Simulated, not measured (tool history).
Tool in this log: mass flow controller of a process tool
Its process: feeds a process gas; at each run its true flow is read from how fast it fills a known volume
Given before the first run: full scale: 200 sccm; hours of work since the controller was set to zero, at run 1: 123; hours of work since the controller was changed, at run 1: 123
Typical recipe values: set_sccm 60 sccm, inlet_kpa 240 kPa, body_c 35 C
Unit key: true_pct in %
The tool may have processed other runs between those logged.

| run | hour | set_sccm | inlet_kpa | body_c | hours of work since the controller was set to zero | hours of work since the controller was changed | true_pct |
|---|---|---|---|---|---|---|---|
| 1 | 0 | 60 | 240 | 35 | 123 | 123 | 98.23 |
| 2 | 166.6 | 60 | 240 | 35 | 209 | 209 | 97.88 |
| 3 | 290.2 | 60 | 240 | 35 | 273 | 273 | 97.96 |
| 4 | 460.7 | 60 | 240 | 35 | 361 | 361 | 97.97 |
| 5 | 640.3 | 122 | 240 | 35 | 454 | 454 | 98.37 |
| 6 | 734.4 | 60 | 240 | 34 | 503 | 503 | 97.62 |
| 7 | 925.8 | 60 | 240 | 34 | 602 | 602 | 97.55 |
| 8 | 1106.6 | 60 | 240 | 35 | 696 | 696 | 97.45 |
| 9 | 1207.1 | 60 | 240 | 35 | 748 | 748 | 97.34 |
| 10 | 1286.1 | 60 | 240 | 35 | 789 | 789 | 97.33 |
| 11 | 1444.4 | 60 | 240 | 35 | 871 | 871 | 97.19 |
| 12 | 1619.6 | 60 | 240 | 26 | 961 | 961 | 97.67 |
| 13 | 1798.3 | 60 | 240 | 26 | 1054 | 1054 | 97.57 |
| 14 | 1882.6 | 60 | 240 | 26 | 1097 | 1097 | 97.52 |
| 15 | 2068 | 60 | 240 | 26 | 1193 | 1193 | 97.38 |
| 16 | 2248.2 | 60 | 240 | 26 | 1286 | 1286 | 97.2 |
| 17 | 2377.2 | 32 | 240 | 35 | 1353 | 1353 | 96.29 |
| 18 | 2518.7 | 60 | 240 | 35 | 1426 | 1426 | 96.47 |
| 19 | 2661.5 | 60 | 240 | 35 | 1500 | 1500 | 96.54 |
| 20 | 2837 | 60 | 240 | 35 | 1591 | 1591 | 96.34 |
| 21 | 2975.3 | 78 | 240 | 35 | 1663 | 1663 | 96.42 |
| 22 | 3146.1 | 99 | 231 | 22 | 1751 | 1751 | 97.36 |
| 23 | 3274.7 | 39 | 170 | 25 | 1818 | 1818 | 96.73 |
| 24 | 3436.6 | 37 | 182 | 32 | 1901 | 1901 | 96.15 |
| 25 | 3519.4 | 37 | 182 | 32 | 1944 | 1944 | 96.09 |
| 26 | 3687.3 | 170 | 215 | 26 | 2031 | 2031 | 97.27 |
| 27 | 3814.1 | 170 | 215 | 26 | 2097 | 2097 | 97.31 |
| 28 | 3904.5 | 170 | 215 | 26 | 2143 | 2143 | 97.17 |
| 29 | 4061.2 | 21 | 207 | 23 | 2225 | 2225 | 96.19 |
| 30 | 4240.8 | 159 | 207 | 23 | 2317 | 2317 | 96.93 |
| 31 | 4423 | 119 | 240 | 37 | 2412 | 2412 | 95.88 |
| 32 | 4512.7 | 31 | 255 | 27 | 2458 | 2458 | 95.5 |

Run 33 is up next; what results do you expect?
|  | 4576.7 | gauge calibrated |
| 33 | 4642.7 | 60 | 240 | 27 | 2525 | 2525 | ? |

{"run 33": {"true_pct": 98.56}}
Were there no unlogged condition in the tool, this run, its random variation unchanged, would have produced true_pct 98.59 %.

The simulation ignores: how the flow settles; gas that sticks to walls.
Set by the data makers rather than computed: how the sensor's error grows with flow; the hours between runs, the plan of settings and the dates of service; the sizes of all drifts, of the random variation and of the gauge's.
